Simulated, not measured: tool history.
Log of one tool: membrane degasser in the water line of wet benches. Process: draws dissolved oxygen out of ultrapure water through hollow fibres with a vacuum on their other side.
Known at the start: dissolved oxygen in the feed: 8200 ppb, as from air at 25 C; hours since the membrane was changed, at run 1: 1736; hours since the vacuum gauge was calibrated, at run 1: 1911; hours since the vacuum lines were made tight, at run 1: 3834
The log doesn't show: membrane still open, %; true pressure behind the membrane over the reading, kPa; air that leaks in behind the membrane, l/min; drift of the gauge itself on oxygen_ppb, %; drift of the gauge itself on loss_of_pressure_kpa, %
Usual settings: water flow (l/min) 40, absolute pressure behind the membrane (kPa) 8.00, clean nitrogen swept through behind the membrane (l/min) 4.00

run,hour,water flow (l/min),absolute pressure behind the membrane (kPa),clean nitrogen swept through behind the membrane (l/min),hours since the membrane was changed,hours since the vacuum gauge was calibrated,hours since the vacuum lines were made tight,dissolved oxygen in the water behind the degasser (ppb),pressure that the water loses in the fibres (kPa)
1,0.0,40,8.00,4.00,1736,1911,3834,125.0,55.95
2,64.1,40,8.00,4.00,1800,1975,3898,123.9,55.75
3,108.0,40,8.00,4.00,1844,2019,3942,122.6,55.76
4,156.8,40,8.00,4.00,1893,2068,3991,123.8,55.60
5,190.4,40,8.00,4.00,1927,2102,4025,124.0,55.61
6,239.9,40,8.00,4.00,1976,2151,4074,123.5,56.14
7,305.3,40,8.00,1.71,2042,2216,4140,253.2,55.92
8,348.6,40,8.00,1.71,2085,2260,4183,251.0,55.52
9,376.7,25,8.00,1.71,2113,2288,4211,159.7,34.74
10,428.4,25,8.00,1.71,2165,2340,4263,160.2,34.59
11,472.0,25,8.00,1.71,2208,2383,4306,162.3,34.67
12,526.5,25,8.00,1.71,2263,2438,4361,162.6,34.38
13,574.8,25,8.00,1.71,2311,2486,4409,158.9,34.41
14,610.1,63,8.00,1.71,2346,2521,4444,384.4,86.78
15,673.1,40,8.77,4.00,2409,2584,4507,141.8,54.87
16,725.1,47,17.52,1.86,2461,2636,4559,739.8,64.45
17,760.8,35,16.07,8.35,2497,2672,4595,137.9,47.98
18,801.1,35,16.07,8.35,2537,2712,4635,136.9,47.99
19,832.9,48,10.30,8.98,2569,2744,4667,111.3,65.75
20,869.4,48,7.43,8.98,2606,2781,4704,74.6,65.69
21,902.9,29,5.00,8.98,2639,2814,4737,18.1,39.44
22,946.9,27,5.44,1.63,2683,2858,4781,86.3,36.70
23,975.9,52,19.79,1.63,2712,2887,4810,1021.0,71.15
24,1036.2,52,19.79,1.63,2772,2947,4870,1025.8,70.73
25,1093.7,42,19.79,6.88,2830,3005,4928,250.6,56.99
26,1150.1,42,19.79,6.88,2886,3061,4984,250.4,56.80
# hour 1188.0: gauge calibrated
27,1188.6,42,19.79,6.88,2925,3100,5023,249.1,58.48
28,1234.9,42,19.79,6.88,2971,3146,5069,250.7,58.67
29,1283.8,42,19.79,6.88,3020,3195,5118,252.3,58.81
30,1340.7,42,19.79,6.88,3077,3252,5175,248.5,58.50

5 ways to go on from here, each from the tool as it stands after run 30. What would each give?
A,1382.7,49,8.47,6.88,3119,3294,5217,?,?
B,1382.7,53,19.79,9.22,3119,3294,5217,?,?
C,1382.7,42,19.79,6.10,3119,3294,5217,?,?
D,1382.7,53,6.42,7.69,3119,3294,5217,?,?
E,1382.7,42,8.02,6.88,3119,3294,5217,?,?

run,dissolved oxygen in the water behind the degasser (ppb),pressure that the water loses in the fibres (kPa)
A,111.1,68.22
B,250.9,74.21
C,278.6,58.37
D,79.4,73.67
E,84.3,58.79
Without the tool's hidden state the same runs would have given:
run,dissolved oxygen in the water behind the degasser (ppb),pressure that the water loses in the fibres (kPa)
A,111.0,68.53
B,250.8,74.55
C,278.4,58.63
D,79.3,74.00
E,84.2,59.05

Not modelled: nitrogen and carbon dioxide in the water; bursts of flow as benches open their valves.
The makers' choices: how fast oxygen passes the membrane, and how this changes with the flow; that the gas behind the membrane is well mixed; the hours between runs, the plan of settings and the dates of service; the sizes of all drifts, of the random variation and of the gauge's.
